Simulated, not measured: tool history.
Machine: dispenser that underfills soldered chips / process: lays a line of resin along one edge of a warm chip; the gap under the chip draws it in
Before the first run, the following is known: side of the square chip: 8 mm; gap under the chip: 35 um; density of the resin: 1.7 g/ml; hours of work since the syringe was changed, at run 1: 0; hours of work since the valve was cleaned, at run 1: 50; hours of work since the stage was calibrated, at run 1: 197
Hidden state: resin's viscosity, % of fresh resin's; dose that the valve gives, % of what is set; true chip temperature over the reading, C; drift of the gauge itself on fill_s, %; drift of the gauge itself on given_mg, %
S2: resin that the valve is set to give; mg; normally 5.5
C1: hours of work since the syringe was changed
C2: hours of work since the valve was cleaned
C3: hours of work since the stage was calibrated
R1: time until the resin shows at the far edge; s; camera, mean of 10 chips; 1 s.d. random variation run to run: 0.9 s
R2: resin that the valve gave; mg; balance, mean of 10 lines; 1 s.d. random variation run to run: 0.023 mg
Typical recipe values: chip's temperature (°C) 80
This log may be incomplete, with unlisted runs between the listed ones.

Run 1, hour 0: usual settings; C1 0; C2 50; C3 197. Result: R1 85.6 s, R2 5.37 mg.
At hour 10.6: new syringe of resin.
Run 2, hour 11.3: usual settings but chip's temperature (°C) 76; C1 0; C2 57; C3 203. Result: R1 106.5 s, R2 5.35 mg.
Run 3, hour 16.9: usual settings; C1 4; C2 60; C3 207. Result: R1 104.4 s, R2 5.32 mg.
At hour 21.5: new syringe of resin.
Run 4, hour 27.8: usual settings; C1 4; C2 67; C3 213. Result: R1 103.4 s, R2 5.24 mg.
At hour 32.4: new syringe of resin.
Run 5, hour 39.3: usual settings; C1 4; C2 74; C3 220. Result: R1 104.9 s, R2 5.26 mg.
At hour 43.2: new syringe of resin.
Run 6, hour 44.9: usual settings; C1 1; C2 77; C3 223. Result: R1 92 s, R2 5.24 mg.
Run 7, hour 53.2: usual settings; C1 6; C2 82; C3 228. Result: R1 119.3 s, R2 5.21 mg.
At hour 54.1: new syringe of resin.
Run 8, hour 61.8: usual settings; C1 5; C2 87; C3 233. Result: R1 110.5 s, R2 5.21 mg.
At hour 65.2: new syringe of resin.
At hour 68.6: dispensing valve cleaned and set on the balance.
Run 9, hour 74.1: usual settings; C1 5; C2 3; C3 240. Result: R1 107.9 s, R2 5.48 mg.
At hour 76.9: new syringe of resin.
Run 10, hour 81.8: usual settings; C1 3; C2 8; C3 244. Result: R1 100.2 s, R2 5.43 mg.
At hour 87.9: new syringe of resin.
Run 11, hour 90.4: usual settings but chip's temperature (°C) 67; C1 2; C2 13; C3 249. Result: R1 179 s, R2 5.42 mg.
At hour 99.5: new syringe of resin.
Run 12, hour 102.6: usual settings; C1 2; C2 20; C3 256. Result: R1 94.7 s, R2 5.4 mg.
At hour 110.2: new syringe of resin.
Run 13, hour 110.6: usual settings; C1 0; C2 25; C3 261. Result: R1 87.3 s, R2 5.42 mg.
At hour 121.3: new syringe of resin.
Run 14, hour 121.9: usual settings but chip's temperature (°C) 88; C1 0; C2 31; C3 268. Result: R1 62.6 s, R2 5.43 mg.
At hour 132.3: new syringe of resin.
Run 15, hour 132.3: usual settings but chip's temperature (°C) 82; C1 0; C2 37; C3 274. Result: R1 81.2 s, R2 5.32 mg.
Run 16, hour 137.4: usual settings but chip's temperature (°C) 82; C1 3; C2 40; C3 277. Result: R1 92.5 s, R2 5.39 mg.
At hour 143: new syringe of resin.
Run 17, hour 143: usual settings but chip's temperature (°C) 82; C1 0; C2 44; C3 280. Result: R1 82.8 s, R2 5.31 mg.
Run 18, hour 153.1: usual settings but S2 6.24 mg; C1 6; C2 50; C3 286. Result: R1 118 s, R2 6.06 mg.
At hour 154.5: new syringe of resin.
Run 19, hour 160.8: usual settings but chip's temperature (°C) 88, S2 5.4 mg; C1 4; C2 54; C3 291. Result: R1 73.4 s, R2 5.2 mg.
At hour 165.8: new syringe of resin.
Run 20, hour 172.4: usual settings but chip's temperature (°C) 87; C1 4; C2 61; C3 297. Result: R1 75.7 s, R2 5.3 mg.
At hour 176.6: new syringe of resin.
Run 21, hour 183.3: usual settings but chip's temperature (°C) 67, S2 4.77 mg; C1 4; C2 67; C3 304. Result: R1 212.4 s, R2 4.52 mg.
At hour 187.4: new syringe of resin.
Run 22, hour 192.9: usual settings but chip's temperature (°C) 71, S2 6.73 mg; C1 3; C2 73; C3 309. Result: R1 158 s, R2 6.42 mg.
At hour 198.1: new syringe of resin.
Run 23, hour 204.9: usual settings but chip's temperature (°C) 87, S2 4.91 mg; C1 4; C2 80; C3 317. Result: R1 81.7 s, R2 4.64 mg.
At hour 209.1: new syringe of resin.
Run 24, hour 214.1: usual settings but chip's temperature (°C) 87, S2 4.91 mg; C1 3; C2 85; C3 322. Result: R1 77.9 s, R2 4.62 mg.
At hour 220.1: new syringe of resin.
At hour 223.1: dispensing valve cleaned and set on the balance.
Run 25, hour 223.1: usual settings but chip's temperature (°C) 87, S2 5.35 mg; C1 1; C2 0; C3 327. Result: R1 66.5 s, R2 5.34 mg.
At hour 232.1: new syringe of resin.
Run 26, hour 233.2: usual settings but chip's temperature (°C) 75, S2 5.11 mg; C1 1; C2 6; C3 333. Result: R1 117.2 s, R2 5.11 mg.
At hour 243.5: new syringe of resin.
Run 27, hour 244.3: usual settings but chip's temperature (°C) 75, S2 5.11 mg; C1 1; C2 12; C3 339. Result: R1 120.1 s, R2 5.08 mg.
Run 28, hour 251.2: usual settings but chip's temperature (°C) 88, S2 4.95 mg; C1 5; C2 17; C3 343. Result: R1 77.8 s, R2 4.9 mg.
At hour 255: new syringe of resin.
Run 29, hour 256.5: usual settings but chip's temperature (°C) 66, S2 7.17 mg; C1 1; C2 20; C3 346. Result: R1 186.7 s, R2 7.09 mg.
Run 30, hour 262.6: usual settings but S2 6.4 mg; C1 5; C2 23; C3 350. Result: R1 109.4 s, R2 6.29 mg.
At hour 265.6: new syringe of resin.
Run 31, hour 274.6: usual settings but chip's temperature (°C) 92, S2 5 mg; C1 5; C2 30; C3 357. Result: R1 67.8 s, R2 4.89 mg.
At hour 276.5: new syringe of resin.
Run 32, hour 282.7: usual settings but chip's temperature (°C) 92, S2 5 mg; C1 4; C2 35; C3 362. Result: R1 62.7 s, R2 4.86 mg.
At hour 287.6: new syringe of resin.
Run 33, hour 288.7: usual settings but chip's temperature (°C) 66, S2 5.06 mg; C1 1; C2 39; C3 365. Result: R1 189.7 s, R2 4.93 mg.
Run 34, hour 294.4: usual settings but chip's temperature (°C) 66, S2 5.91 mg; C1 4; C2 42; C3 369. Result: R1 216.3 s, R2 5.73 mg.

Run by run, hidden condition taken away, random variation retained:
run     R1    R2
  1   84.9  5.54
  2  102.4  5.54
  3   85.8  5.52
  4   84.3  5.47
  5   83.8  5.52
  6   84.9  5.51
  7   87.3  5.49
  8   84.9  5.51
  9   85.1   5.5
 10   84.8  5.46
 11  162.6  5.47
 12   84.3  5.48
 13     84  5.52
 14   58.4  5.55
 15   77.5  5.47
 16   76.5  5.55
 17   78.4  5.48
 18   84.6  6.28
 19   58.4  5.41
 20     61  5.53
 21    166  4.74
 22  129.3  6.75
 23     63   4.9
 24   62.9   4.9
 25   60.6  5.34
 26    110  5.14
 27  110.9  5.13
 28   59.7  4.96
 29  167.5  7.19
 30   83.1  6.39
 31   50.5  4.99
 32   49.5  4.97
 33  173.8  5.05
 34  169.7  5.89
